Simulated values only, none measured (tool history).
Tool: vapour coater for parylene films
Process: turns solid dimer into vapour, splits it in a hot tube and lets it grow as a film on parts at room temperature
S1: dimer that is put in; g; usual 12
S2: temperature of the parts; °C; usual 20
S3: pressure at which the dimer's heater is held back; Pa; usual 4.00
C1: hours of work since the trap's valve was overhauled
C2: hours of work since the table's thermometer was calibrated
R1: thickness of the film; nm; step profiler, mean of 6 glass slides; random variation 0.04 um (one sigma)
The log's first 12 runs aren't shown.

| run | hour | S1 | S2 | S3 | C1 | C2 | R1 |
|---|---|---|---|---|---|---|---|
| 13 | 505.0 | 12 | 20 | 4.00 | 258 | 226 | 3910 |
| 14 | 550.4 | 12 | 20 | 4.00 | 277 | 245 | 3820 |
| 15 | 582.3 | 12 | 20 | 4.00 | 290 | 258 | 3770 |
| 16 | 608.8 | 12 | 20 | 4.00 | 301 | 270 | 3800 |
| 17 | 663.3 | 12 | 20 | 6.12 | 324 | 292 | 3550 |
| 18 | 689.4 | 12 | 20 | 6.12 | 335 | 303 | 3550 |
| 19 | 715.0 | 9 | 26 | 3.81 | 345 | 314 | 2300 |
| 20 | 743.6 | 8 | 20 | 2.80 | 357 | 326 | 2540 |
| 21 | 776.0 | 12 | 20 | 7.25 | 371 | 339 | 3410 |
| 22 | 811.1 | 12 | 20 | 4.47 | 385 | 354 | 3580 |
| 23 | 840.7 | 18 | 12 | 3.27 | 397 | 366 | 7180 |
| 24 | 891.8 | 9 | 31 | 4.25 | 419 | 387 | 1820 |
|  | 925.3 | trap's valve overhauled |
| 25 | 928.5 | 7 | 21 | 4.00 | 1 | 401 | 2320 |
| 26 | 969.3 | 7 | 21 | 4.00 | 18 | 418 | 2350 |
| 27 | 1015.5 | 7 | 27 | 4.00 | 37 | 437 | 1900 |
| 28 | 1071.3 | 12 | 20 | 5.67 | 61 | 460 | 3860 |
| 29 | 1117.2 | 12 | 20 | 5.67 | 80 | 479 | 3860 |
| 30 | 1149.8 | 9 | 17 | 4.00 | 93 | 493 | 3310 |
| 31 | 1197.6 | 8 | 31 | 4.50 | 113 | 513 | 1770 |
| 32 | 1248.8 | 12 | 20 | 4.48 | 134 | 534 | 3920 |
| 33 | 1277.6 | 6 | 20 | 5.56 | 146 | 546 | 1910 |

Forecast each of these 4 alternatives for the next run:
| A | 1330.1 | 13 | 28 | 5.17 | 168 | 568 | ? |
| B | 1330.1 | 12 | 29 | 4.14 | 168 | 568 | ? |
| C | 1330.1 | 17 | 17 | 5.56 | 168 | 568 | ? |
| D | 1330.1 | 9 | 20 | 4.00 | 168 | 568 | ? |

| run | R1 |
|---|---|
| A | 3080 |
| B | 2840 |
| C | 5830 |
| D | 2870 |
Without the tool's hidden state the same runs would have given:
| run | R1 |
|---|---|
| A | 3380 |
| B | 3110 |
| C | 6400 |
| D | 3150 |

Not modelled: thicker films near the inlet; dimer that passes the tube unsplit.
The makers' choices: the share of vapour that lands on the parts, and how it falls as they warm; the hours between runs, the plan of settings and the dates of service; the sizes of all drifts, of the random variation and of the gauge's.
